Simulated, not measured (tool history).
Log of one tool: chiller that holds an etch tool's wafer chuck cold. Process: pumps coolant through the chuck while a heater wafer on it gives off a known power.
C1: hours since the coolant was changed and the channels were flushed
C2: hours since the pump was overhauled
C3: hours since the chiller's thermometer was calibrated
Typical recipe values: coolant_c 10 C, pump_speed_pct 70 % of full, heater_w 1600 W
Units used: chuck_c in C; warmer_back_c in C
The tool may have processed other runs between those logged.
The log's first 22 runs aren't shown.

{"run": 23, "hour": 750.3, "coolant_c": 19, "pump_speed_pct": 70, "heater_w": 1145, "C1": 3839, "C2": 1543, "C3": 2098, "chuck_c": 28.4, "warmer_back_c": 4.1}
{"run": 24, "hour": 772.9, "coolant_c": 7, "pump_speed_pct": 70, "heater_w": 1280, "C1": 3862, "C2": 1565, "C3": 2121, "chuck_c": 17.4, "warmer_back_c": 4.6}
{"run": 25, "hour": 802.9, "coolant_c": 15, "pump_speed_pct": 67, "heater_w": 1485, "C1": 3892, "C2": 1595, "C3": 2151, "chuck_c": 27.7, "warmer_back_c": 5.51}
{"run": 26, "hour": 833.4, "coolant_c": 15, "pump_speed_pct": 67, "heater_w": 1485, "C1": 3922, "C2": 1626, "C3": 2181, "chuck_c": 27.8, "warmer_back_c": 5.51}
{"run": 27, "hour": 865.8, "coolant_c": 19, "pump_speed_pct": 70, "heater_w": 1871, "C1": 3955, "C2": 1658, "C3": 2214, "chuck_c": 34.6, "warmer_back_c": 6.57}
{"hour": 871.7, "done": "gauge calibrated"}
{"run": 28, "hour": 896.5, "coolant_c": 6, "pump_speed_pct": 88, "heater_w": 1600, "C1": 3985, "C2": 1689, "C3": 2244, "chuck_c": 16.9, "warmer_back_c": 4.17}
{"run": 29, "hour": 924.2, "coolant_c": 10, "pump_speed_pct": 73, "heater_w": 1524, "C1": 4013, "C2": 1716, "C3": 2272, "chuck_c": 22.2, "warmer_back_c": 4.83}
{"run": 30, "hour": 943.2, "coolant_c": 10, "pump_speed_pct": 73, "heater_w": 1524, "C1": 4032, "C2": 1735, "C3": 2291, "chuck_c": 22.4, "warmer_back_c": 4.88}
{"run": 31, "hour": 984.4, "coolant_c": 10, "pump_speed_pct": 73, "heater_w": 1524, "C1": 4073, "C2": 1777, "C3": 2332, "chuck_c": 22.1, "warmer_back_c": 4.85}

Below are 4 alternative next runs, each starting from the tool's condition after run 31. Predict each:
{"run": "A", "hour": 1004.9, "coolant_c": 10, "pump_speed_pct": 70, "heater_w": 1210, "C1": 4094, "C2": 1797, "C3": 2353, "chuck_c": "?", "warmer_back_c": "?"}
{"run": "B", "hour": 1004.9, "coolant_c": 5, "pump_speed_pct": 96, "heater_w": 1517, "C1": 4094, "C2": 1797, "C3": 2353, "chuck_c": "?", "warmer_back_c": "?"}
{"run": "C", "hour": 1004.9, "coolant_c": 10, "pump_speed_pct": 76, "heater_w": 1526, "C1": 4094, "C2": 1797, "C3": 2353, "chuck_c": "?", "warmer_back_c": "?"}
{"run": "D", "hour": 1004.9, "coolant_c": 15, "pump_speed_pct": 70, "heater_w": 2060, "C1": 4094, "C2": 1797, "C3": 2353, "chuck_c": "?", "warmer_back_c": "?"}

run=A chuck_c=20.0 warmer_back_c=4.10
run=B chuck_c=14.8 warmer_back_c=3.73
run=C chuck_c=21.7 warmer_back_c=4.72
run=D chuck_c=32.0 warmer_back_c=6.91
Had the tool no hidden state, the same runs would have come out as:
run=A chuck_c=20.0 warmer_back_c=3.98
run=B chuck_c=14.8 warmer_back_c=3.61
run=C chuck_c=21.7 warmer_back_c=4.60
run=D chuck_c=32.0 warmer_back_c=6.78

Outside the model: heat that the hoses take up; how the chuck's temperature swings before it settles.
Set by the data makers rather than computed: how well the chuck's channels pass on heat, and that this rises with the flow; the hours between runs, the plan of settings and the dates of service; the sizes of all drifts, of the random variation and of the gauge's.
